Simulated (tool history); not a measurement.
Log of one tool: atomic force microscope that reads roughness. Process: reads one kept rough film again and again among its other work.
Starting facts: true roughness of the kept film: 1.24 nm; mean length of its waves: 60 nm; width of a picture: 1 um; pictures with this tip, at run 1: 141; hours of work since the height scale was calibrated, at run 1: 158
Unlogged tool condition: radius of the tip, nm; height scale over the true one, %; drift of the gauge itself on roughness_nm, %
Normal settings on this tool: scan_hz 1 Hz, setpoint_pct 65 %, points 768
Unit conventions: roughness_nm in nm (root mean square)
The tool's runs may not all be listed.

| run | day | scan_hz | setpoint_pct | points | pictures with this tip | hours of work since the height scale was calibrated | roughness_nm |
|---|---|---|---|---|---|---|---|
| 1 | 0 | 1 | 65 | 768 | 141 | 158 | 1.158 |
| 2 | 0.333 | 1 | 65 | 768 | 156 | 163 | 1.163 |
| 3 | 0.788 | 0.77 | 65 | 768 | 177 | 169 | 1.158 |
| 4 | 1.012 | 0.77 | 65 | 768 | 187 | 172 | 1.171 |
| 5 | 1.283 | 2.7 | 65 | 768 | 200 | 176 | 1.086 |
|  | 1.375 | new tip fitted |
| 6 | 1.5 | 1 | 65 | 826 | 6 | 179 | 1.179 |
| 7 | 1.85 | 1 | 65 | 826 | 22 | 184 | 1.173 |
| 8 | 2.121 | 1 | 89 | 826 | 34 | 188 | 1.08 |
| 9 | 2.388 | 1 | 89 | 826 | 46 | 191 | 1.08 |
| 10 | 2.838 | 1 | 65 | 768 | 67 | 198 | 1.176 |
| 11 | 3.088 | 1 | 65 | 421 | 78 | 201 | 1.171 |
| 12 | 3.471 | 1 | 76 | 768 | 96 | 206 | 1.134 |
| 13 | 3.662 | 1 | 65 | 768 | 105 | 209 | 1.159 |
| 14 | 3.967 | 1 | 65 | 768 | 119 | 213 | 1.171 |
| 15 | 4.371 | 1 | 65 | 768 | 137 | 219 | 1.16 |
| 16 | 4.638 | 1 | 65 | 768 | 149 | 223 | 1.153 |
| 17 | 4.971 | 1 | 65 | 768 | 165 | 227 | 1.146 |
| 18 | 5.283 | 1 | 65 | 768 | 179 | 232 | 1.156 |
| 19 | 5.596 | 1 | 65 | 768 | 193 | 236 | 1.156 |
|  | 5.829 | new tip fitted |
| 20 | 5.967 | 1 | 65 | 579 | 6 | 241 | 1.176 |
| 21 | 6.404 | 1 | 65 | 579 | 26 | 247 | 1.183 |
| 22 | 6.792 | 1 | 65 | 579 | 44 | 253 | 1.165 |
| 23 | 7.167 | 1 | 65 | 579 | 61 | 258 | 1.18 |
| 24 | 7.396 | 1 | 65 | 579 | 72 | 261 | 1.164 |
| 25 | 7.6 | 1 | 65 | 579 | 81 | 264 | 1.173 |
| 26 | 8.042 | 0.52 | 70 | 768 | 101 | 270 | 1.182 |
| 27 | 8.246 | 0.99 | 70 | 768 | 111 | 273 | 1.146 |
| 28 | 8.542 | 1 | 72 | 795 | 124 | 277 | 1.146 |
| 29 | 8.842 | 1 | 72 | 795 | 138 | 281 | 1.142 |
| 30 | 9.042 | 2.82 | 70 | 573 | 147 | 284 | 1.039 |
| 31 | 9.421 | 2.08 | 65 | 768 | 164 | 289 | 1.111 |
| 32 | 9.733 | 1.6 | 70 | 321 | 179 | 294 | 1.093 |
| 33 | 10.067 | 1.2 | 67 | 270 | 194 | 298 | 1.122 |
|  | 10.3 | new tip fitted |
| 34 | 10.317 | 0.73 | 60 | 304 | 1 | 302 | 1.194 |
| 35 | 10.758 | 2.75 | 61 | 304 | 21 | 308 | 1.129 |
| 36 | 11.138 | 2.75 | 57 | 304 | 38 | 313 | 1.145 |
| 37 | 11.371 | 2.22 | 57 | 284 | 49 | 316 | 1.146 |
| 38 | 11.738 | 1 | 69 | 768 | 66 | 321 | 1.158 |
| 39 | 12.05 | 1 | 69 | 768 | 80 | 326 | 1.15 |
| 40 | 12.283 | 1 | 71 | 768 | 91 | 329 | 1.141 |
| 41 | 12.717 | 1 | 80 | 929 | 110 | 335 | 1.115 |
| 42 | 13.108 | 1 | 80 | 929 | 129 | 341 | 1.105 |
| 43 | 13.35 | 1 | 80 | 929 | 140 | 344 | 1.099 |
| 44 | 13.746 | 0.75 | 80 | 773 | 158 | 350 | 1.125 |
| 45 | 13.962 | 2.66 | 58 | 638 | 168 | 353 | 1.121 |
| 46 | 14.404 | 0.92 | 55 | 768 | 188 | 359 | 1.163 |

Each row is a separate what-if for the run after 46, all from the same tool condition, not one after another. Results?
| A | 14.588 | 2.32 | 65 | 768 | 196 | 361 | ? |
| B | 14.588 | 2.57 | 72 | 508 | 196 | 361 | ? |
| C | 14.588 | 0.92 | 69 | 768 | 196 | 361 | ? |
| D | 14.588 | 1.04 | 65 | 768 | 196 | 361 | ? |

| run | roughness_nm |
|---|---|
| A | 1.093 |
| B | 1.045 |
| C | 1.132 |
| D | 1.155 |
Take away the tool's hidden state, keep each run's random variation, and the runs would have read:
| run | roughness_nm |
|---|---|
| A | 1.132 |
| B | 1.083 |
| C | 1.173 |
| D | 1.196 |
